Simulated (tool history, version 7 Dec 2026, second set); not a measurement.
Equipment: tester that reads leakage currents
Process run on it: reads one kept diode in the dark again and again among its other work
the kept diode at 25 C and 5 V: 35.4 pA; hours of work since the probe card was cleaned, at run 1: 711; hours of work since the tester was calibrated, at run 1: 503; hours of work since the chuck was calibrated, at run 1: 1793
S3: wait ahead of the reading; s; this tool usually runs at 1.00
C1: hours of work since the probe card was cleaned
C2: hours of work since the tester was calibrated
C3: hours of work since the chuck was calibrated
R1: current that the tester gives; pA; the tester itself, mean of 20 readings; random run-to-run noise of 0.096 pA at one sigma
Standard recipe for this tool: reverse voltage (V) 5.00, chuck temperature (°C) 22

Run 1, hour 0.0: usual settings; C1 711; C2 503; C3 1793. Result: R1 30.92 pA.
Run 2, hour 35.8: usual settings but S3 3.70 s; C1 739; C2 531; C3 1820. Result: R1 30.93 pA.
Run 3, hour 64.2: usual settings but S3 3.70 s; C1 761; C2 553; C3 1842. Result: R1 30.87 pA.
Run 4, hour 94.7: usual settings; C1 784; C2 576; C3 1865. Result: R1 31.47 pA.
Run 5, hour 117.4: usual settings; C1 801; C2 593; C3 1883. Result: R1 31.66 pA.
Run 6, hour 142.1: usual settings but reverse voltage (V) 9.09; C1 820; C2 612; C3 1902. Result: R1 46.66 pA.
Run 7, hour 167.4: usual settings but reverse voltage (V) 9.09; C1 840; C2 632; C3 1921. Result: R1 47.23 pA.
At hour 188.0: chuck's temperature calibrated.
Run 8, hour 205.4: usual settings but reverse voltage (V) 9.09; C1 867; C2 659; C3 13. Result: R1 50.60 pA.
Run 9, hour 226.2: usual settings; C1 883; C2 675; C3 29. Result: R1 34.15 pA.
Run 10, hour 246.2: usual settings; C1 898; C2 690; C3 45. Result: R1 34.41 pA.
Run 11, hour 281.6: usual settings; C1 925; C2 717; C3 72. Result: R1 34.71 pA.
Run 12, hour 322.2: usual settings but reverse voltage (V) 4.30; C1 957; C2 748; C3 103. Result: R1 31.38 pA.
Run 13, hour 354.6: usual settings but reverse voltage (V) 4.30; C1 981; C2 773; C3 128. Result: R1 31.62 pA.
Run 14, hour 377.5: usual settings but S3 9.49 s; C1 999; C2 791; C3 145. Result: R1 34.53 pA.
Run 15, hour 409.0: usual settings but reverse voltage (V) 1.97; C1 1023; C2 815; C3 169. Result: R1 19.43 pA.
Run 16, hour 443.9: usual settings but reverse voltage (V) 1.97; C1 1050; C2 842; C3 196. Result: R1 19.50 pA.
Run 17, hour 472.8: usual settings but reverse voltage (V) 1.97; C1 1072; C2 864; C3 218. Result: R1 19.54 pA.
Run 18, hour 515.1: usual settings; C1 1104; C2 896; C3 250. Result: R1 35.83 pA.
Run 19, hour 538.9: usual settings; C1 1122; C2 914; C3 269. Result: R1 35.84 pA.
Run 20, hour 573.8: usual settings; C1 1149; C2 941; C3 295. Result: R1 35.78 pA.
Run 21, hour 595.5: usual settings but chuck temperature (°C) 46, S3 6.81 s; C1 1166; C2 958; C3 312. Result: R1 221.36 pA.
Run 22, hour 633.3: usual settings but reverse voltage (V) 11.58, chuck temperature (°C) 26, S3 0.40 s; C1 1195; C2 987; C3 341. Result: R1 85.46 pA.
Run 23, hour 665.3: usual settings but reverse voltage (V) 11.58, chuck temperature (°C) 26, S3 0.40 s; C1 1219; C2 1011; C3 365. Result: R1 85.78 pA.
Run 24, hour 702.2: usual settings but reverse voltage (V) 11.58, chuck temperature (°C) 26, S3 0.40 s; C1 1247; C2 1039; C3 394. Result: R1 86.28 pA.
Run 25, hour 735.7: usual settings but reverse voltage (V) 11.58, chuck temperature (°C) 26, S3 0.40 s; C1 1273; C2 1065; C3 419. Result: R1 86.42 pA.
Run 26, hour 763.0: usual settings but reverse voltage (V) 11.58, chuck temperature (°C) 26, S3 0.40 s; C1 1294; C2 1086; C3 440. Result: R1 86.80 pA.
Run 27, hour 804.9: usual settings but reverse voltage (V) 2.32, chuck temperature (°C) 23, S3 0.75 s; C1 1326; C2 1118; C3 472. Result: R1 24.12 pA.
At hour 810.7: probe card cleaned and baked.
Run 28, hour 827.2: usual settings but reverse voltage (V) 9.23, S3 1.31 s; C1 13; C2 1133; C3 487. Result: R1 65.24 pA.
Run 29, hour 868.3: usual settings but reverse voltage (V) 1.90, chuck temperature (°C) 44, S3 1.04 s; C1 44; C2 1164; C3 518. Result: R1 112.29 pA.
Run 30, hour 899.7: usual settings but reverse voltage (V) 4.44, S3 2.29 s; C1 68; C2 1188; C3 542. Result: R1 38.65 pA.
Run 31, hour 930.4: usual settings but S3 2.65 s; C1 92; C2 1212; C3 566. Result: R1 42.05 pA.
Run 32, hour 969.2: usual settings but S3 2.65 s; C1 121; C2 1241; C3 596. Result: R1 42.54 pA.
Run 33, hour 1004.0: usual settings but reverse voltage (V) 18.07, chuck temperature (°C) 26, S3 1.98 s; C1 148; C2 1268; C3 622. Result: R1 136.13 pA.
Run 34, hour 1021.3: usual settings but reverse voltage (V) 3.76, chuck temperature (°C) 49, S3 7.20 s; C1 161; C2 1281; C3 636. Result: R1 239.67 pA.
At hour 1059.7: probe card cleaned and baked, once more.
Run 35, hour 1064.6: usual settings but reverse voltage (V) 3.22, chuck temperature (°C) 26, S3 0.72 s; C1 4; C2 1312; C3 666. Result: R1 30.73 pA.
Run 36, hour 1092.9: usual settings but chuck temperature (°C) 44, S3 0.32 s; C1 25; C2 1334; C3 688. Result: R1 182.02 pA.

Run 37, settings as shown, results not yet in. Your forecast:
Run 37, hour 1113.8: usual settings but S3 2.73 s; C1 41; C2 1350; C3 704. Result: R1 ?.

R1: 27.16 pA
Were there no unlogged condition in the tool, this run, its random variation unchanged, would have produced R1 27.15 pA.

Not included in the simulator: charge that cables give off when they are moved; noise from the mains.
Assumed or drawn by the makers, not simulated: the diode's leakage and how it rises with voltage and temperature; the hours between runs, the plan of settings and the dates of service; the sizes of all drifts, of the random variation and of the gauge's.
